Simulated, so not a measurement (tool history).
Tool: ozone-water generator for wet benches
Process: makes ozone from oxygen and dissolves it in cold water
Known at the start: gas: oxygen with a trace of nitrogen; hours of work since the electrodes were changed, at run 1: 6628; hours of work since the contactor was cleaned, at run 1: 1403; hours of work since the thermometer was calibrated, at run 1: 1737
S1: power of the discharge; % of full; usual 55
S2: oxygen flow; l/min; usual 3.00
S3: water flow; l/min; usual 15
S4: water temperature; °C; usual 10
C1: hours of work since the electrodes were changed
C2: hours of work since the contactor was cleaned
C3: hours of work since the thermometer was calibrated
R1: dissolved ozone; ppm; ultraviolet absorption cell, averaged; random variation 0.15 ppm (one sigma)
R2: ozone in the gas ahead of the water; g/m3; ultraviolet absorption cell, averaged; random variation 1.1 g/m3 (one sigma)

Run 1, day 0.000: usual settings; C1 6628; C2 1403; C3 1737. Result: R1 17.8 ppm, R2 207.8 g/m3.
Run 2, day 6.650: usual settings but S2 4.04 l/min; C1 6787; C2 1562; C3 1895. Result: R1 19.4 ppm, R2 182.5 g/m3.
Run 3, day 13.983: usual settings but S2 4.04 l/min; C1 6962; C2 1737; C3 2070. Result: R1 19.2 ppm, R2 182.1 g/m3.
Run 4, day 20.833: usual settings but S2 4.04 l/min; C1 7125; C2 1900; C3 2234. Result: R1 19.4 ppm, R2 183.3 g/m3.
Run 5, day 27.550: usual settings but S2 4.04 l/min; C1 7286; C2 2060; C3 2394. Result: R1 19.5 ppm, R2 184.0 g/m3.
Run 6, day 36.904: usual settings but S4 6 °C; C1 7509; C2 2283; C3 2617. Result: R1 19.1 ppm, R2 206.3 g/m3.
Run 7, day 45.950: usual settings but S4 6 °C; C1 7725; C2 2499; C3 2833. Result: R1 19.1 ppm, R2 207.2 g/m3.
Run 8, day 51.833: usual settings but S4 6 °C; C1 7865; C2 2639; C3 2973. Result: R1 18.9 ppm, R2 205.8 g/m3.
Run 9, day 58.125: usual settings but S4 6 °C; C1 8015; C2 2790; C3 3123. Result: R1 19.0 ppm, R2 208.4 g/m3.
Run 10, day 64.288: usual settings but S4 6 °C; C1 8162; C2 2937; C3 3270. Result: R1 18.6 ppm, R2 205.3 g/m3.
Run 11, day 73.300: usual settings; C1 8377; C2 3152; C3 3485. Result: R1 18.3 ppm, R2 206.2 g/m3.
Run 12, day 77.496: usual settings; C1 8477; C2 3252; C3 3585. Result: R1 18.4 ppm, R2 205.7 g/m3.
Run 13, day 86.142: usual settings; C1 8683; C2 3458; C3 3792. Result: R1 18.4 ppm, R2 206.7 g/m3.
Run 14, day 93.838: usual settings; C1 8867; C2 3642; C3 3975. Result: R1 18.2 ppm, R2 207.9 g/m3.
Run 15, day 100.200: usual settings; C1 9019; C2 3793; C3 4127. Result: R1 18.2 ppm, R2 204.5 g/m3.
Run 16, day 107.746: usual settings; C1 9199; C2 3973; C3 4307. Result: R1 18.0 ppm, R2 207.7 g/m3.
Run 17, day 113.825: usual settings but S2 2.21 l/min; C1 9344; C2 4118; C3 4452. Result: R1 16.6 ppm, R2 233.9 g/m3.
Run 18, day 119.208: usual settings but S1 78 % of full, S2 1.65 l/min, S3 14 l/min; C1 9472; C2 4247; C3 4580. Result: R1 19.4 ppm, R2 322.5 g/m3.
At day 124.083: water thermometer calibrated.
Run 19, day 126.771: usual settings but S1 78 % of full, S2 1.65 l/min, S3 14 l/min; C1 9652; C2 4427; C3 64. Result: R1 19.5 ppm, R2 317.7 g/m3.
Run 20, day 131.621: usual settings but S1 69 % of full, S2 4.43 l/min, S3 14 l/min; C1 9768; C2 4542; C3 180. Result: R1 23.8 ppm, R2 199.0 g/m3.
Run 21, day 135.550: usual settings but S1 69 % of full, S2 4.43 l/min, S3 14 l/min; C1 9861; C2 4636; C3 274. Result: R1 24.0 ppm, R2 199.3 g/m3.
Run 22, day 143.271: usual settings but S1 69 % of full, S2 4.43 l/min, S3 14 l/min; C1 10046; C2 4820; C3 458. Result: R1 23.9 ppm, R2 198.2 g/m3.
Run 23, day 148.204: usual settings but S2 5.12 l/min, S3 23 l/min, S4 9 °C; C1 10163; C2 4938; C3 575. Result: R1 13.7 ppm, R2 166.9 g/m3.
Run 24, day 157.158: usual settings but S2 2.10 l/min, S4 9 °C; C1 10377; C2 5152; C3 789. Result: R1 16.6 ppm, R2 239.3 g/m3.
Run 25, day 162.654: usual settings but S1 51 % of full, S4 14 °C; C1 10508; C2 5283; C3 920. Result: R1 16.7 ppm, R2 198.2 g/m3.
Run 26, day 166.804: usual settings but S1 51 % of full, S4 14 °C; C1 10607; C2 5382; C3 1019. Result: R1 16.6 ppm, R2 197.8 g/m3.
Run 27, day 174.912: usual settings but S2 2.27 l/min, S4 13 °C; C1 10801; C2 5575; C3 1213. Result: R1 16.3 ppm, R2 228.7 g/m3.
Run 28, day 180.254: usual settings but S1 93 % of full, S2 4.55 l/min, S3 12 l/min, S4 5 °C; C1 10928; C2 5703; C3 1340. Result: R1 33.9 ppm, R2 233.0 g/m3.
Run 29, day 186.012: usual settings but S1 44 % of full, S2 4.67 l/min, S4 14 °C; C1 11065; C2 5840; C3 1477. Result: R1 16.6 ppm, R2 154.2 g/m3.
Run 30, day 191.175: usual settings but S1 79 % of full, S2 2.35 l/min, S3 20 l/min, S4 5 °C; C1 11188; C2 5963; C3 1601. Result: R1 15.6 ppm, R2 279.4 g/m3.
Run 31, day 195.783: usual settings but S1 79 % of full, S2 2.00 l/min, S3 18 l/min; C1 11298; C2 6073; C3 1711. Result: R1 16.0 ppm, R2 294.8 g/m3.

Forecast run 32:
Run 32, day 199.667: usual settings but S1 79 % of full, S2 2.00 l/min, S3 18 l/min; C1 11391; C2 6166; C3 1803. Result: R1 ?, R2 ?.

Run 32 gave R1 15.8 ppm, R2 298.3 g/m3.
Without the tool's hidden state the same run would have given R1 15.8 ppm, R2 298.9 g/m3.
